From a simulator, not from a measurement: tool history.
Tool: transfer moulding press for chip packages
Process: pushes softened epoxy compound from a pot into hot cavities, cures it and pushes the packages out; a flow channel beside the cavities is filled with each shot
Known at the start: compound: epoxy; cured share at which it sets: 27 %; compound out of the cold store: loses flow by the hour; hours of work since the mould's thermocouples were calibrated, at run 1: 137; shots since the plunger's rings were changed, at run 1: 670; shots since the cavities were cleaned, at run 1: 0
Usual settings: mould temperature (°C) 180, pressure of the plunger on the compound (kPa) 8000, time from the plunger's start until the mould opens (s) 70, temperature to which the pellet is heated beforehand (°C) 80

run	hour	mould temperature (°C)	pressure of the plunger on the compound (kPa)	time from the plunger's start until the mould opens (s)	temperature to which the pellet is heated beforehand (°C)	hours of work since the mould's thermocouples were calibrated	shots since the plunger's rings were changed	shots since the cavities were cleaned	incoming compound's hours out of the cold store	length that the compound runs in the flow channel (mm)	greatest force on the pins that push the packages out (N)
1	0	180	8000	70	80	137	670	0	22.5	689	641
# hour 55.5: cavities cleaned with cleaning compound and waxed
2	60	180	8000	70	80	178	1530	66	35	668	607
# hour 109.5: cavities cleaned with cleaning compound and waxed
3	133.9	180	8000	70	80	228	2593	358	23.6	696	638
# hour 167.3: plunger's sealing rings changed
# hour 168.8: cavities cleaned with cleaning compound and waxed
4	180.9	180	8000	70	80	258	177	177	16.7	707	640
# hour 225.6: cavities cleaned with cleaning compound and waxed
5	246	180	8000	70	80	302	1112	300	47.6	643	621
# hour 280: cavities cleaned with cleaning compound and waxed
6	306.4	180	8000	70	80	343	1978	389	47.2	644	589
# hour 332.7: cavities cleaned with cleaning compound and waxed
7	369.1	180	8000	70	80	386	2876	535	28.6	678	633
# hour 385.5: plunger's sealing rings changed
# hour 392.6: cavities cleaned with cleaning compound and waxed
8	429.6	180	8000	70	71	425	626	544	20.7	697	642
# hour 449.8: cavities cleaned with cleaning compound and waxed
9	464.3	173	8000	70	71	448	1113	212	15.8	739	1050
# hour 504.4: cavities cleaned with cleaning compound and waxed
10	526.9	173	8000	70	71	491	2011	331	21.4	707	1044
# hour 558.1: cavities cleaned with cleaning compound and waxed
11	586.3	180	8000	70	80	531	2861	414	29.8	673	621
# hour 595.1: mould's thermocouples calibrated
# hour 608.5: plunger's sealing rings changed
# hour 617.1: cavities cleaned with cleaning compound and waxed
12	626.5	180	8000	70	80	19	243	138	41.5	664	619
# hour 671.8: cavities cleaned with cleaning compound and waxed
13	679.7	180	8000	98	80	55	1001	115	18.4	706	424
# hour 726.3: cavities cleaned with cleaning compound and waxed
14	727.4	183	6080	85	80	87	1680	15	41.2	570	420
15	769.5	183	6080	85	80	116	2299	634	22.7	606	429
# hour 781.3: cavities cleaned with cleaning compound and waxed
16	807.5	183	6080	85	80	142	2835	385	13.9	611	434
# hour 828.3: plunger's sealing rings changed
# hour 839.9: cavities cleaned with cleaning compound and waxed
17	889.5	180	8000	95	80	196	877	727	33.3	671	431
# hour 897.5: cavities cleaned with cleaning compound and waxed
# hour 953: cavities cleaned with cleaning compound and waxed
18	953.8	180	8000	95	80	239	1778	12	36.5	668	430
19	985.4	180	8000	95	80	261	2242	476	27	680	408
# hour 1006.2: cavities cleaned with cleaning compound and waxed
20	1032.6	184	7670	70	80	292	2913	387	10.3	702	537
# hour 1044.5: plunger's sealing rings changed
# hour 1064.1: cavities cleaned with cleaning compound and waxed
21	1089.1	184	7670	70	80	329	634	368	13.7	691	526
# hour 1117: cavities cleaned with cleaning compound and waxed
22	1136.4	184	7670	70	80	361	1306	284	22.5	669	533
# hour 1171: cavities cleaned with cleaning compound and waxed
23	1176.3	180	8000	60	74	387	1870	78	38.7	670	944
# hour 1226.5: cavities cleaned with cleaning compound and waxed
24	1227.7	180	6190	68	80	422	2604	19	19.8	615	676
# hour 1264.2: plunger's sealing rings changed
# hour 1282.6: cavities cleaned with cleaning compound and waxed
25	1290.5	180	8000	90	87	463	365	116	18.8	697	441

Forecast each of these 3 alternatives for the next run:
A	1323.8	180	6040	104	84	486	853	604	42.6	?	?
B	1323.8	180	6870	70	80	486	853	604	15.2	?	?
C	1323.8	180	8000	70	74	486	853	604	13.8	?	?

run	length that the compound runs in the flow channel (mm)	greatest force on the pins that push the packages out (N)
A	567	421
B	661	639
C	711	674
Without the tool's hidden state the same runs would have given:
run	length that the compound runs in the flow channel (mm)	greatest force on the pins that push the packages out (N)
A	567	417
B	661	632
C	711	667

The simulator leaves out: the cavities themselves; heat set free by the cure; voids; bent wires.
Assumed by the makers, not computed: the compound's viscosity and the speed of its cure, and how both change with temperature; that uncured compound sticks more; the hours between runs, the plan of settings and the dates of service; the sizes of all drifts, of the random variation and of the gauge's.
